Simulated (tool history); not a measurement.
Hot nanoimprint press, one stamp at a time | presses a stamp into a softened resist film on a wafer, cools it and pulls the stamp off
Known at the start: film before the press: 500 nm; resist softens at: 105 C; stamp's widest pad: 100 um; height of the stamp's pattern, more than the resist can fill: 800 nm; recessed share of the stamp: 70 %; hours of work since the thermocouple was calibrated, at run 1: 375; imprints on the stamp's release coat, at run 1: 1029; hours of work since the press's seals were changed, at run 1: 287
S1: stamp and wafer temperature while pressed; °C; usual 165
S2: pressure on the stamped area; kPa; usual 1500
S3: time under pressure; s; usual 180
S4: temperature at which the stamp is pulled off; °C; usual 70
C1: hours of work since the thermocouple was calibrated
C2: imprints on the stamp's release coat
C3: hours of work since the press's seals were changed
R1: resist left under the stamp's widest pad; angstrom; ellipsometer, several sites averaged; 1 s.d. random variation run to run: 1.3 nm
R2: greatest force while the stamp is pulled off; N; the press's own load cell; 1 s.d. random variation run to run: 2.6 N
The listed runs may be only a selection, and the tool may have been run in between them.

run,hour,S1,S2,S3,S4,C1,C2,C3,R1,R2
1,0.0,165,1500,180,70,375,1029,287,1852,148
# hour 48.6: stamp cleaned and given a new release coat
2,98.9,165,1500,159,70,426,183,338,1917,124
# hour 112.0: plate thermocouple calibrated
3,170.9,165,1500,159,70,32,433,375,2110,127
4,232.3,165,1500,159,70,66,655,409,2096,139
5,314.5,165,1500,159,70,111,953,454,2075,147
6,362.6,165,1500,159,70,137,1127,480,2092,151
# hour 382.8: stamp cleaned and given a new release coat
7,422.3,165,1720,207,68,166,143,509,1729,121
8,472.9,165,1720,207,69,194,326,537,1719,125
9,526.7,165,2030,280,57,223,521,566,1381,147
10,596.1,165,2030,280,57,261,772,604,1368,147
11,687.5,165,1500,218,70,311,1104,654,1753,148

How would selected steps in R1 from run to run divide? Give the signed amount a tool lacking its hidden state would still show from settings, what came in and random variation, and the signed amount left for the hidden state, including any gauge scatter that is not in both of the compared results.
What the log doesn't record here: true temperature over the reading, C; pressure that arrives at the usual setting, %; grip of the stamp's worn release coat, % over a new coat's; drift of the gauge itself on residual_nm, %; drift of the gauge itself on pull_off_n, %.
Run 2 -> 3: plate thermocouple calibrated. R1 +193 angstrom: hidden state +182, all else +11.
Run 10 -> 11: S2 2030 -> 1500, S3 280 -> 218, S4 57 -> 70. R1 +385 angstrom: hidden state -47, all else +432.
